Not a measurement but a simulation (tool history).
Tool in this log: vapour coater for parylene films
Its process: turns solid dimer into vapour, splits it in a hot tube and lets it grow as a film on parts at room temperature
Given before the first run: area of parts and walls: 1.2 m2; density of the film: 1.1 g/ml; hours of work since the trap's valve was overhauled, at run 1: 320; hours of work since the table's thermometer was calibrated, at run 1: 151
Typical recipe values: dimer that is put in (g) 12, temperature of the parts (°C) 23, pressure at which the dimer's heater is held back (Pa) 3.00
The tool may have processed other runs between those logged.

| run | hour | dimer that is put in (g) | temperature of the parts (°C) | pressure at which the dimer's heater is held back (Pa) | hours of work since the trap's valve was overhauled | hours of work since the table's thermometer was calibrated | thickness of the film (nm) |
|---|---|---|---|---|---|---|---|
| 1 | 0.0 | 12 | 23 | 3.00 | 320 | 151 | 6950 |
| 2 | 35.7 | 5 | 23 | 3.00 | 351 | 182 | 2840 |
| 3 | 70.7 | 5 | 23 | 3.00 | 382 | 212 | 2830 |
| 4 | 98.1 | 12 | 23 | 3.00 | 406 | 236 | 6810 |
| 5 | 117.6 | 12 | 29 | 3.00 | 423 | 253 | 5560 |
| 6 | 133.5 | 12 | 29 | 5.63 | 437 | 267 | 5000 |
| 7 | 148.7 | 12 | 23 | 3.00 | 450 | 280 | 6720 |
| 8 | 180.7 | 12 | 23 | 3.00 | 478 | 308 | 6730 |
| 9 | 202.4 | 12 | 23 | 3.00 | 497 | 327 | 6690 |
| 10 | 238.0 | 12 | 23 | 3.00 | 528 | 358 | 6660 |
| 11 | 259.2 | 12 | 23 | 3.00 | 546 | 376 | 6630 |
| 12 | 288.5 | 12 | 23 | 3.00 | 572 | 402 | 6560 |
| 13 | 306.2 | 7 | 23 | 3.00 | 587 | 417 | 3850 |
|  | 319.3 | trap's valve overhauled |
| 14 | 340.2 | 7 | 23 | 3.00 | 18 | 444 | 4130 |
| 15 | 367.0 | 6 | 35 | 4.01 | 42 | 467 | 2290 |
| 16 | 390.2 | 6 | 35 | 4.01 | 62 | 487 | 2280 |
| 17 | 409.3 | 13 | 20 | 3.00 | 79 | 504 | 8380 |
| 18 | 440.4 | 6 | 23 | 3.00 | 106 | 531 | 3530 |
| 19 | 470.3 | 19 | 19 | 3.00 | 132 | 557 | 12570 |
| 20 | 488.6 | 12 | 22 | 3.53 | 148 | 573 | 7030 |
| 21 | 509.7 | 12 | 29 | 6.45 | 166 | 591 | 5080 |
| 22 | 528.2 | 5 | 19 | 7.91 | 182 | 607 | 2820 |
| 23 | 552.1 | 7 | 28 | 10.25 | 203 | 628 | 2790 |
| 24 | 573.8 | 7 | 27 | 3.04 | 222 | 647 | 3510 |
| 25 | 602.9 | 9 | 23 | 3.00 | 247 | 673 | 5150 |
| 26 | 623.6 | 6 | 23 | 10.85 | 265 | 691 | 2760 |
| 27 | 650.5 | 6 | 23 | 10.85 | 289 | 714 | 2760 |
| 28 | 676.3 | 6 | 22 | 10.85 | 311 | 737 | 2870 |

What if the next run were any one of these 4? Each begins from the tool's condition after run 28:
| A | 694.6 | 6 | 22 | 10.85 | 327 | 753 | ? |
| B | 694.6 | 20 | 22 | 10.85 | 327 | 753 | ? |
| C | 694.6 | 19 | 30 | 9.58 | 327 | 753 | ? |
| D | 694.6 | 10 | 15 | 6.97 | 327 | 753 | ? |

| run | thickness of the film (nm) |
|---|---|
| A | 2850 |
| B | 9360 |
| C | 7090 |
| D | 6380 |
Without the tool's unlogged condition, the same runs would have read:
| run | thickness of the film (nm) |
|---|---|
| A | 3040 |
| B | 9990 |
| C | 7570 |
| D | 6810 |

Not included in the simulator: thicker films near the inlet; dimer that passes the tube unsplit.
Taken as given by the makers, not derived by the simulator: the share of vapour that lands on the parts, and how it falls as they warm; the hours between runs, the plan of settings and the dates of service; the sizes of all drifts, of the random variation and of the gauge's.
